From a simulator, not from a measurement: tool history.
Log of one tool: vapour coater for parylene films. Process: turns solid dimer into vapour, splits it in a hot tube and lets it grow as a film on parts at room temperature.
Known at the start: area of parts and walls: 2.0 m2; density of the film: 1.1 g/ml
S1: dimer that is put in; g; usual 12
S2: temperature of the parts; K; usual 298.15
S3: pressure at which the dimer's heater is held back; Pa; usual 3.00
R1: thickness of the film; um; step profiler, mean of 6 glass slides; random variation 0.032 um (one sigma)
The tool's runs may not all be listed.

run,hour,S1,S2,S3,R1
1,0.0,12,298.15,3.00,3.10
2,14.5,10,298.15,3.00,2.62
3,28.0,12,298.15,3.00,3.16
4,36.3,12,298.15,3.00,3.08
5,43.5,15,298.15,3.00,3.91
6,50.8,15,298.15,3.00,3.84
7,59.6,15,295.15,3.00,4.13
8,75.1,12,292.15,2.95,3.45
9,92.0,6,292.15,5.06,1.62
10,101.6,6,292.15,5.06,1.63
11,119.0,16,302.15,5.06,3.54

Forecast each of these 3 alternatives for the next run:
A,130.3,17,298.15,3.00,?
B,130.3,16,290.15,5.06,?
C,130.3,6,298.15,3.00,?

run,R1
A,4.44
B,4.50
C,1.53
Without the tool's hidden state the same runs would have given:
run,R1
A,4.51
B,4.57
C,1.55

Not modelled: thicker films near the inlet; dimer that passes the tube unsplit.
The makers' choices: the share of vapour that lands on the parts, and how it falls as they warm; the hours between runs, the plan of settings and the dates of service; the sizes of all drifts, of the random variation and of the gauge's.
